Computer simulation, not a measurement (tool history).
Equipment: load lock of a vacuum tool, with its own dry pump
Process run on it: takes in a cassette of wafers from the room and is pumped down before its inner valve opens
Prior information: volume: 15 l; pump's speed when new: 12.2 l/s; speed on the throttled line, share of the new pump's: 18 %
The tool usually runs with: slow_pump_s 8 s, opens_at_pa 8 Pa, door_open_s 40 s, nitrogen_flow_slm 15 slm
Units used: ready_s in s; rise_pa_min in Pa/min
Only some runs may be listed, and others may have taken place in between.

run,hour,slow_pump_s,opens_at_pa,door_open_s,nitrogen_flow_slm,"incoming humidity of the room's air, %",ready_s,rise_pa_min
1,0.0,8,8,40,15,48.3,18.2,0.061
2,471.0,7,8,40,15,45.6,17.3,0.057
3,846.5,8,8,40,15,42.9,18.3,0.056
4,1151.4,8,8,172,15,41.8,18.7,0.107
5,1603.9,8,8,71,15,45.2,18.5,0.077
6,2111.9,8,8,40,15,44.3,18.2,0.059
7,2615.0,8,8,40,15,41.2,18.6,0.054
8,3018.0,8,8,40,15,45.8,18.3,0.054
# hour 3311.9: door's seal changed, seat wiped
9,3352.3,8,8,40,15,43.0,18.5,0.053
10,3575.1,8,8,40,15,46.8,18.4,0.048
11,3795.3,8,8,40,15,45.5,18.5,0.057
12,4176.4,8,8,40,15,42.1,18.2,0.050
13,4671.5,8,8,40,15,45.0,18.3,0.052
14,5116.4,8,8,40,15,40.9,18.1,0.055
15,5601.4,8,8,46,15,45.0,18.5,0.057
16,6002.1,8,8,46,15,41.8,18.5,0.054
17,6399.7,8,8,46,15,46.1,18.2,0.057
18,6636.4,8,8,46,15,47.0,18.4,0.065
19,7083.4,7,8,40,18,43.4,17.4,0.052
20,7443.9,7,8,40,18,48.6,17.5,0.056
21,7826.3,13,12,46,33,46.4,22.0,0.049
22,8306.3,13,16,147,33,49.6,21.5,0.088
23,8744.8,7,13,40,15,44.7,17.0,0.055
24,9254.4,9,13,40,7,43.3,18.4,0.071
25,9644.5,8,11,126,22,48.9,17.8,0.091
26,10043.1,8,11,29,15,43.8,18.0,0.046
27,10269.9,8,11,29,15,41.8,17.8,0.044
28,10531.8,8,8,127,15,45.1,18.6,0.106
29,11018.1,4,8,103,28,43.6,15.0,0.067
30,11226.9,8,16,26,15,44.0,17.4,0.042
31,11660.2,8,14,94,15,43.0,17.9,0.079
32,12158.5,8,8,122,15,42.7,18.3,0.091
33,12597.2,8,8,40,41,45.0,18.5,0.039
34,12885.4,8,10,40,15,48.0,18.0,0.061
# hour 13233.3: door's seal changed, seat wiped
35,13319.6,16,9,40,40,44.2,24.9,0.033
36,13531.2,5,15,40,34,43.5,15.2,0.039

Predict each of these 4 candidate next runs independently; none follows another, all start after run 36:
A,13922.0,4,8,108,28,45.5,?,?
B,13922.0,8,8,45,15,47.6,?,?
C,13922.0,5,15,28,7,43.4,?,?
D,13922.0,4,8,39,15,46.1,?,?

run,ready_s,rise_pa_min
A,15.2,0.069
B,18.6,0.060
C,15.0,0.055
D,15.0,0.057
The same runs, with their run-to-run variation unchanged, on a tool lacking any hidden condition would have given:
run,ready_s,rise_pa_min
A,15.2,0.069
B,18.6,0.060
C,15.0,0.055
D,15.0,0.057
